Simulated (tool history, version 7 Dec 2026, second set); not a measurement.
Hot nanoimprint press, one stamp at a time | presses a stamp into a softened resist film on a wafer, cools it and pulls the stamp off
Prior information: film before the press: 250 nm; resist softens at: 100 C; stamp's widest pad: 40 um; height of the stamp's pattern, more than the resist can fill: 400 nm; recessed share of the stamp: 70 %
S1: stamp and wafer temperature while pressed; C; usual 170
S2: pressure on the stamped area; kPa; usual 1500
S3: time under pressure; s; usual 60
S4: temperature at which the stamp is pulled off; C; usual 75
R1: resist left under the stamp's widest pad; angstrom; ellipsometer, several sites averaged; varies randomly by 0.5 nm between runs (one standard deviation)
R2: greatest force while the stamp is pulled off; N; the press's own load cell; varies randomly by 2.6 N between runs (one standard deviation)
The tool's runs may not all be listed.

{"run": 1, "day": 0.0, "S1": 170, "S2": 1500, "S3": 60, "S4": 75, "R1": 1154, "R2": 123}
{"run": 2, "day": 0.904, "S1": 170, "S2": 1500, "S3": 60, "S4": 75, "R1": 1154, "R2": 118}
{"run": 3, "day": 1.4, "S1": 170, "S2": 1500, "S3": 92, "S4": 75, "R1": 973, "R2": 123}
{"run": 4, "day": 2.2, "S1": 170, "S2": 1500, "S3": 92, "S4": 75, "R1": 963, "R2": 123}
{"run": 5, "day": 2.729, "S1": 162, "S2": 1500, "S3": 92, "S4": 75, "R1": 1334, "R2": 121}
{"run": 6, "day": 3.792, "S1": 162, "S2": 1500, "S3": 92, "S4": 75, "R1": 1341, "R2": 126}
{"run": 7, "day": 4.867, "S1": 162, "S2": 1500, "S3": 92, "S4": 75, "R1": 1332, "R2": 126}
{"run": 8, "day": 5.417, "S1": 162, "S2": 1500, "S3": 92, "S4": 75, "R1": 1322, "R2": 124}
{"run": 9, "day": 5.933, "S1": 162, "S2": 1500, "S3": 92, "S4": 66, "R1": 1322, "R2": 138}
{"day": 6.471, "done": "stamp cleaned and given a new release coat"}
{"run": 10, "day": 6.658, "S1": 170, "S2": 1500, "S3": 60, "S4": 75, "R1": 1138, "R2": 118}
{"run": 11, "day": 7.625, "S1": 170, "S2": 1500, "S3": 60, "S4": 75, "R1": 1133, "R2": 120}
{"run": 12, "day": 8.667, "S1": 170, "S2": 1460, "S3": 60, "S4": 75, "R1": 1150, "R2": 117}
{"run": 13, "day": 9.296, "S1": 170, "S2": 1500, "S3": 60, "S4": 75, "R1": 1137, "R2": 119}
{"run": 14, "day": 10.029, "S1": 170, "S2": 1500, "S3": 60, "S4": 75, "R1": 1137, "R2": 119}
{"run": 15, "day": 11.121, "S1": 170, "S2": 1500, "S3": 60, "S4": 75, "R1": 1125, "R2": 121}
{"run": 16, "day": 11.6, "S1": 170, "S2": 1500, "S3": 60, "S4": 75, "R1": 1129, "R2": 121}
{"run": 17, "day": 12.517, "S1": 177, "S2": 1500, "S3": 60, "S4": 75, "R1": 860, "R2": 122}
{"run": 18, "day": 13.367, "S1": 177, "S2": 1500, "S3": 60, "S4": 75, "R1": 853, "R2": 124}
{"run": 19, "day": 13.954, "S1": 170, "S2": 1410, "S3": 73, "S4": 76, "R1": 1067, "R2": 117}
{"day": 14.704, "done": "gauge calibrated"}
{"run": 20, "day": 15.029, "S1": 170, "S2": 1510, "S3": 31, "S4": 75, "R1": 1439, "R2": 123}
{"run": 21, "day": 15.971, "S1": 170, "S2": 1510, "S3": 31, "S4": 75, "R1": 1445, "R2": 121}
{"run": 22, "day": 16.617, "S1": 170, "S2": 1500, "S3": 42, "S4": 75, "R1": 1305, "R2": 123}
{"run": 23, "day": 17.175, "S1": 170, "S2": 1500, "S3": 42, "S4": 75, "R1": 1300, "R2": 121}
{"run": 24, "day": 18.254, "S1": 170, "S2": 1910, "S3": 60, "S4": 79, "R1": 1020, "R2": 115}
{"run": 25, "day": 19.279, "S1": 170, "S2": 1560, "S3": 60, "S4": 76, "R1": 1119, "R2": 120}
{"run": 26, "day": 20.146, "S1": 170, "S2": 1560, "S3": 60, "S4": 76, "R1": 1120, "R2": 114}
{"run": 27, "day": 21.079, "S1": 159, "S2": 1050, "S3": 60, "S4": 76, "R1": 1860, "R2": 119}
{"run": 28, "day": 22.067, "S1": 173, "S2": 1500, "S3": 60, "S4": 75, "R1": 1016, "R2": 119}
{"run": 29, "day": 22.883, "S1": 174, "S2": 1500, "S3": 30, "S4": 79, "R1": 1260, "R2": 110}
{"run": 30, "day": 23.467, "S1": 174, "S2": 1500, "S3": 30, "S4": 79, "R1": 1267, "R2": 117}

How would selected steps in R1 from run to run divide? Give the signed amount a tool lacking its hidden state would still show from settings, what came in and random variation, and the signed amount left for the hidden state, including any gauge scatter that is not in both of the compared results.
The hidden state here: true temperature over the reading, C; pressure that arrives at the usual setting, %; grip of the stamp's worn release coat, % over a new coat's; drift of the gauge itself on residual_nm, %; drift of the gauge itself on pull_off_n, %.
Run 19 -> 20: S2 1410 -> 1510, S3 73 -> 31, S4 76 -> 75, gauge calibrated. R1 +372 angstrom: hidden state +24, all else +348.
Run 26 -> 27: S1 170 -> 159, S2 1560 -> 1050. R1 +740 angstrom: hidden state -9, all else +749.
Run 27 -> 28: S1 159 -> 173, S2 1050 -> 1500, S4 76 -> 75. R1 -844 angstrom: hidden state +7, all else -851.

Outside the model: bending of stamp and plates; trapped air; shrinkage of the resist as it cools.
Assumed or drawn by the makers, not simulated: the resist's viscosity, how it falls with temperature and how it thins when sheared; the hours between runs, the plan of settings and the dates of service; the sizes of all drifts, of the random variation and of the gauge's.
